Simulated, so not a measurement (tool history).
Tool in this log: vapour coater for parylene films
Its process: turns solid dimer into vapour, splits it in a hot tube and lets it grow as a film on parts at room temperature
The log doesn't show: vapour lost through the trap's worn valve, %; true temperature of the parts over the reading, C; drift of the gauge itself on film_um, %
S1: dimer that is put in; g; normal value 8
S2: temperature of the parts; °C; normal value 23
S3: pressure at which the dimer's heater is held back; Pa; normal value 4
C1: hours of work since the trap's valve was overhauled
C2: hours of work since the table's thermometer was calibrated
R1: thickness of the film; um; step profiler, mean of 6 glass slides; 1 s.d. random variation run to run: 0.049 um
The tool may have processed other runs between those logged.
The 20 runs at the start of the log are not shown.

{"day": 43.862, "done": "trap's valve overhauled"}
{"run": 21, "day": 44.671, "S1": 8, "S2": 23, "S3": 2.85, "C1": 17, "C2": 815, "R1": 5.66}
{"day": 45.117, "done": "table's thermometer calibrated"}
{"run": 22, "day": 46.867, "S1": 8, "S2": 23, "S3": 2.85, "C1": 62, "C2": 36, "R1": 5.7}
{"run": 23, "day": 49.542, "S1": 8, "S2": 23, "S3": 2.85, "C1": 117, "C2": 92, "R1": 5.5}
{"run": 24, "day": 51.862, "S1": 5, "S2": 25, "S3": 3.55, "C1": 166, "C2": 140, "R1": 3.17}
{"run": 25, "day": 53.812, "S1": 5, "S2": 25, "S3": 3.55, "C1": 206, "C2": 181, "R1": 3.04}
{"run": 26, "day": 55.883, "S1": 5, "S2": 25, "S3": 3.55, "C1": 249, "C2": 224, "R1": 3.02}
{"day": 56.479, "done": "trap's valve overhauled"}
{"run": 27, "day": 57.558, "S1": 3, "S2": 27, "S3": 2.94, "C1": 22, "C2": 256, "R1": 1.98}
{"run": 28, "day": 59.875, "S1": 5, "S2": 31, "S3": 3.51, "C1": 71, "C2": 304, "R1": 2.76}
{"run": 29, "day": 62.817, "S1": 4, "S2": 15, "S3": 3.51, "C1": 132, "C2": 365, "R1": 3.31}
{"run": 30, "day": 64.296, "S1": 8, "S2": 21, "S3": 8.53, "C1": 163, "C2": 396, "R1": 4.94}
{"run": 31, "day": 66.592, "S1": 8, "S2": 24, "S3": 4, "C1": 211, "C2": 444, "R1": 4.9}
{"run": 32, "day": 68.704, "S1": 8, "S2": 24, "S3": 4, "C1": 255, "C2": 488, "R1": 4.82}
{"day": 69.133, "done": "trap's valve overhauled"}
{"run": 33, "day": 70.562, "S1": 12, "S2": 34, "S3": 4, "C1": 30, "C2": 523, "R1": 6.1}
{"run": 34, "day": 73.262, "S1": 12, "S2": 20, "S3": 9, "C1": 86, "C2": 579, "R1": 7.69}
{"run": 35, "day": 75.575, "S1": 3, "S2": 19, "S3": 5.77, "C1": 134, "C2": 627, "R1": 2.08}
{"run": 36, "day": 77.183, "S1": 3, "S2": 19, "S3": 5.77, "C1": 168, "C2": 661, "R1": 2.05}
{"run": 37, "day": 79.371, "S1": 11, "S2": 22, "S3": 3.79, "C1": 213, "C2": 706, "R1": 7.01}
{"day": 81.683, "done": "trap's valve overhauled"}
{"run": 38, "day": 81.683, "S1": 8, "S2": 15, "S3": 4, "C1": 0, "C2": 751, "R1": 6.7}
{"run": 39, "day": 84.738, "S1": 8, "S2": 15, "S3": 4, "C1": 64, "C2": 815, "R1": 6.56}
{"day": 85.225, "done": "table's thermometer calibrated"}
{"run": 40, "day": 87.671, "S1": 6, "S2": 33, "S3": 5.78, "C1": 124, "C2": 51, "R1": 2.92}
{"run": 41, "day": 90.917, "S1": 6, "S2": 33, "S3": 5.78, "C1": 191, "C2": 118, "R1": 2.81}
{"run": 42, "day": 94.058, "S1": 6, "S2": 33, "S3": 5.78, "C1": 257, "C2": 184, "R1": 2.65}
{"day": 94.525, "done": "trap's valve overhauled"}
{"run": 43, "day": 96.575, "S1": 5, "S2": 24, "S3": 7.06, "C1": 43, "C2": 233, "R1": 3.04}
{"run": 44, "day": 97.988, "S1": 5, "S2": 24, "S3": 7.06, "C1": 72, "C2": 262, "R1": 3.02}
{"run": 45, "day": 100.279, "S1": 4, "S2": 16, "S3": 5.97, "C1": 120, "C2": 310, "R1": 3.03}

Predict each of these 5 candidate next runs independently; none follows another, all start after run 45:
{"run": "A", "day": 101.683, "S1": 4, "S2": 22, "S3": 4.61, "C1": 149, "C2": 339, "R1": "?"}
{"run": "B", "day": 101.683, "S1": 7, "S2": 15, "S3": 2.9, "C1": 149, "C2": 339, "R1": "?"}
{"run": "C", "day": 101.683, "S1": 8, "S2": 23, "S3": 6.24, "C1": 149, "C2": 339, "R1": "?"}
{"run": "D", "day": 101.683, "S1": 8, "S2": 23, "S3": 3.59, "C1": 149, "C2": 339, "R1": "?"}
{"run": "E", "day": 101.683, "S1": 4, "S2": 16, "S3": 8.73, "C1": 149, "C2": 339, "R1": "?"}

run=A R1=2.57
run=B R1=5.87
run=C R1=4.9
run=D R1=5.25
run=E R1=2.78
Without the tool's hidden state the same runs would have given:
run=A R1=2.78
run=B R1=6.35
run=C R1=5.3
run=D R1=5.68
run=E R1=3.01
